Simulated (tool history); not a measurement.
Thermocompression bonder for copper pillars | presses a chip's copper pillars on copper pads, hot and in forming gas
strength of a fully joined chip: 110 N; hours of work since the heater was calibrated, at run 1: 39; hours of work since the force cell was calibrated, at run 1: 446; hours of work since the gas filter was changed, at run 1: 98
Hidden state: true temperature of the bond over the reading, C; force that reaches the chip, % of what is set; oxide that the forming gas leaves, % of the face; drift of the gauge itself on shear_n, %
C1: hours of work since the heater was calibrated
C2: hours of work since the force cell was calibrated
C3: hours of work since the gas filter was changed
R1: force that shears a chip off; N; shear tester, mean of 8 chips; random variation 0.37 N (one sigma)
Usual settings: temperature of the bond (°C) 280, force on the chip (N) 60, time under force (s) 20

run 1 hour=0 | temperature_of_the_bond_(°C)=280 force_on_the_chip_(N)=60 time_under_force_(s)=20 | C1=39 C2=446 C3=98 | R1=77.8
run 2 hour=13.8 | temperature_of_the_bond_(°C)=280 force_on_the_chip_(N)=60 time_under_force_(s)=20 | C1=47 C2=453 C3=106 | R1=77.2
run 3 hour=33.3 | temperature_of_the_bond_(°C)=280 force_on_the_chip_(N)=60 time_under_force_(s)=20 | C1=58 C2=464 C3=117 | R1=77.3
run 4 hour=52.4 | temperature_of_the_bond_(°C)=280 force_on_the_chip_(N)=42 time_under_force_(s)=20 | C1=69 C2=475 C3=127 | R1=55.9
run 5 hour=67.7 | temperature_of_the_bond_(°C)=280 force_on_the_chip_(N)=42 time_under_force_(s)=20 | C1=77 C2=483 C3=136 | R1=56.1
run 6 hour=79.6 | temperature_of_the_bond_(°C)=280 force_on_the_chip_(N)=42 time_under_force_(s)=20 | C1=84 C2=490 C3=142 | R1=56.2
run 7 hour=90.7 | temperature_of_the_bond_(°C)=295 force_on_the_chip_(N)=60 time_under_force_(s)=20 | C1=90 C2=496 C3=149 | R1=88.7
run 8 hour=109.2 | temperature_of_the_bond_(°C)=280 force_on_the_chip_(N)=48 time_under_force_(s)=20 | C1=100 C2=507 C3=159 | R1=64.6
run 9 hour=128 | temperature_of_the_bond_(°C)=280 force_on_the_chip_(N)=48 time_under_force_(s)=20 | C1=111 C2=517 C3=169 | R1=64.4
run 10 hour=144 | temperature_of_the_bond_(°C)=280 force_on_the_chip_(N)=39 time_under_force_(s)=20 | C1=120 C2=526 C3=178 | R1=51.9
run 11 hour=161.6 | temperature_of_the_bond_(°C)=280 force_on_the_chip_(N)=39 time_under_force_(s)=20 | C1=129 C2=536 C3=188 | R1=52.3
run 12 hour=180.5 | temperature_of_the_bond_(°C)=280 force_on_the_chip_(N)=39 time_under_force_(s)=20 | C1=140 C2=546 C3=199 | R1=51.6
run 13 hour=197.6 | temperature_of_the_bond_(°C)=280 force_on_the_chip_(N)=39 time_under_force_(s)=20 | C1=150 C2=556 C3=208 | R1=52.2
run 14 hour=206.9 | temperature_of_the_bond_(°C)=280 force_on_the_chip_(N)=39 time_under_force_(s)=20 | C1=155 C2=561 C3=213 | R1=51.8
run 15 hour=219.7 | temperature_of_the_bond_(°C)=280 force_on_the_chip_(N)=39 time_under_force_(s)=20 | C1=162 C2=568 C3=220 | R1=52.3
run 16 hour=239.9 | temperature_of_the_bond_(°C)=280 force_on_the_chip_(N)=39 time_under_force_(s)=20 | C1=173 C2=579 C3=232 | R1=52
run 17 hour=250.3 | temperature_of_the_bond_(°C)=280 force_on_the_chip_(N)=39 time_under_force_(s)=20 | C1=179 C2=585 C3=238 | R1=52.1
-- hour=253.8 forming gas filter changed
run 18 hour=262.4 | temperature_of_the_bond_(°C)=280 force_on_the_chip_(N)=39 time_under_force_(s)=20 | C1=185 C2=592 C3=5 | R1=51.7
run 19 hour=278.7 | temperature_of_the_bond_(°C)=280 force_on_the_chip_(N)=39 time_under_force_(s)=20 | C1=194 C2=601 C3=14 | R1=52.4
run 20 hour=298 | temperature_of_the_bond_(°C)=280 force_on_the_chip_(N)=39 time_under_force_(s)=20 | C1=205 C2=611 C3=25 | R1=52.3
run 21 hour=314.4 | temperature_of_the_bond_(°C)=299 force_on_the_chip_(N)=39 time_under_force_(s)=24 | C1=214 C2=621 C3=34 | R1=70.7
run 22 hour=332.1 | temperature_of_the_bond_(°C)=281 force_on_the_chip_(N)=41 time_under_force_(s)=40 | C1=224 C2=630 C3=44 | R1=69.6
run 23 hour=351.2 | temperature_of_the_bond_(°C)=287 force_on_the_chip_(N)=44 time_under_force_(s)=14 | C1=235 C2=641 C3=54 | R1=57.7
run 24 hour=365.9 | temperature_of_the_bond_(°C)=301 force_on_the_chip_(N)=54 time_under_force_(s)=47 | C1=243 C2=649 C3=62 | R1=100.3
run 25 hour=379.4 | temperature_of_the_bond_(°C)=301 force_on_the_chip_(N)=54 time_under_force_(s)=47 | C1=251 C2=657 C3=70 | R1=99.8
run 26 hour=397 | temperature_of_the_bond_(°C)=287 force_on_the_chip_(N)=77 time_under_force_(s)=21 | C1=260 C2=667 C3=80 | R1=96
run 27 hour=412.9 | temperature_of_the_bond_(°C)=267 force_on_the_chip_(N)=65 time_under_force_(s)=16 | C1=269 C2=675 C3=89 | R1=66.6
run 28 hour=421.9 | temperature_of_the_bond_(°C)=267 force_on_the_chip_(N)=65 time_under_force_(s)=16 | C1=274 C2=680 C3=94 | R1=67
run 29 hour=442.1 | temperature_of_the_bond_(°C)=267 force_on_the_chip_(N)=65 time_under_force_(s)=16 | C1=285 C2=692 C3=105 | R1=66.8
run 30 hour=450.3 | temperature_of_the_bond_(°C)=280 force_on_the_chip_(N)=40 time_under_force_(s)=12 | C1=290 C2=696 C3=109 | R1=44.1
run 31 hour=458.9 | temperature_of_the_bond_(°C)=280 force_on_the_chip_(N)=40 time_under_force_(s)=12 | C1=295 C2=701 C3=114 | R1=44.4

Forecast run 32:
run 32 hour=479 | temperature_of_the_bond_(°C)=280 force_on_the_chip_(N)=40 time_under_force_(s)=12 | C1=306 C2=712 C3=125 | R1=?

{"run 32": {"R1": 44.7}}
Without the tool's hidden state the same run would have given R1 44.7 N.
